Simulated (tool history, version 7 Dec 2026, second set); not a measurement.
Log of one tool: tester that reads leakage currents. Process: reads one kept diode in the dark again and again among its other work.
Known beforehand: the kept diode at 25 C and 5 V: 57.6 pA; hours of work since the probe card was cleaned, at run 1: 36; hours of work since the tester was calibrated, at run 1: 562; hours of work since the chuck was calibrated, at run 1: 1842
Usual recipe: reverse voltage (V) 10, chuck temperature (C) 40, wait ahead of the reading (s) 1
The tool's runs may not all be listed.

run    hour  reverse voltage (V)  chuck temperature (C)  wait ahead of the reading (s)  hours of work since the probe card was cleaned  hours of work since the tester was calibrated  hours of work since the chuck was calibrated  current that the tester gives (pA)
  1       0                   10                     40                              1                                              36                                            562                                          1842                              299.04
  2    42.5                   10                     40                              1                                              63                                            589                                          1868                              299.14
  3    85.5                   10                     40                           1.25                                              89                                            615                                          1895                              299.14
  4   125.9                   10                     40                              1                                             115                                            641                                          1920                              300.11
  5   165.6                   10                     40                              1                                             139                                            665                                          1945                              296.99
  6   210.5                   10                     40                              1                                             167                                            693                                          1973                              299.49
  7   254.3                   10                     40                              1                                             195                                            721                                          2001                              297.02
  8   305.2                   10                     40                              1                                             226                                            752                                          2032                              299.22
  9     335                   10                     40                              1                                             245                                            771                                          2051                              299.64
 10   369.2                   10                     40                              1                                             266                                            792                                          2072                              299.13
 11   393.2                  3.9                     40                              1                                             281                                            807                                          2087                              169.54
 12   437.8                  3.9                     40                              1                                             309                                            835                                          2115                              169.57
 13   472.5                   10                     40                              1                                             331                                            857                                          2137                              299.44
 14   521.4                   10                     40                              1                                             361                                            887                                          2167                              298.83
 15   550.3                   10                     40                              1                                             379                                            905                                          2185                              298.35
 16   586.1                   10                     40                           0.61                                             401                                            928                                          2207                              299.54
 17   633.4                  4.3                     40                              1                                             431                                            957                                          2237                              179.85
 18   679.2                  4.3                     40                              1                                             460                                            986                                          2265                              179.68
      687.9  -- chuck's temperature calibrated
 19   726.2                  4.3                     40                              1                                             488                                           1014                                            24                              191.43
 20     762                  4.3                     33                              1                                             510                                           1036                                            46                              108.52
 21   795.5                  4.3                     33                              1                                             531                                           1057                                            67                              108.14
 22   817.2                   10                     43                              1                                             544                                           1070                                            81                              404.46
 23   850.7                  2.6                     40                           1.48                                             565                                           1091                                           102                               141.1
 24   897.1                    3                     56                           3.24                                             594                                           1120                                           130                              524.86
 25   941.5                  4.5                     29                              1                                             622                                           1148                                           158                               79.76
 26   966.9                  4.5                     29                              1                                             638                                           1164                                           174                               79.75
 27  1010.2                  4.5                     29                              1                                             665                                           1191                                           201                               79.99
 28  1058.3                   10                     28                              1                                             695                                           1221                                           231                              120.98
 29  1109.1                  1.6                     48                           0.36                                             726                                           1252                                           263                              198.53
 30    1142                  1.6                     48                           0.36                                             747                                           1273                                           283                              196.25
 31    1192                  9.9                     23                           5.48                                             778                                           1304                                           314                               79.45
 32  1240.2                  3.8                     24                            1.2                                             808                                           1334                                           344                               47.79
 33  1278.9                  8.2                     26                           0.87                                             832                                           1358                                           368                               91.72
 34  1306.3                 13.5                     21                              1                                             849                                           1375                                           386                               83.91
 35  1332.9                  3.6                     40                           1.83                                             866                                           1392                                           402                              172.24
 36  1382.9                 17.9                     37                           2.37                                             897                                           1423                                           433                              361.66
 37  1414.5                  2.5                     37                           0.93                                             917                                           1443                                           453                              108.11
 38  1435.2                  2.5                     37                           0.93                                             930                                           1456                                           466                              108.34

The same runs without the tool's hidden state, with the same run-to-run variation:
Hidden state at play: stray current of the dirty probe card, pA a volt; current scale over the true one, %; true chuck temperature over the reading, C; drift of the gauge itself on leakage_pa, %.
run  current that the tester gives (pA)
  1                              314.09
  2                              314.15
  3                              314.19
  4                              315.16
  5                              311.83
  6                              314.44
  7                              311.83
  8                              314.09
  9                              314.49
 10                              313.92
 11                              178.41
 12                              178.47
 13                              314.14
 14                              313.53
 15                              312.99
 16                              314.18
 17                              189.36
 18                              189.22
 19                              188.76
 20                              106.15
 21                              105.76
 22                              398.48
 23                              139.48
 24                              522.46
 25                               77.18
 26                               77.15
 27                               77.34
 28                              114.85
 29                               197.8
 30                              195.61
 31                               72.77
 32                               45.21
 33                               85.97
 34                               73.95
 35                              170.33
 36                              349.28
 37                              106.79
 38                              107.03
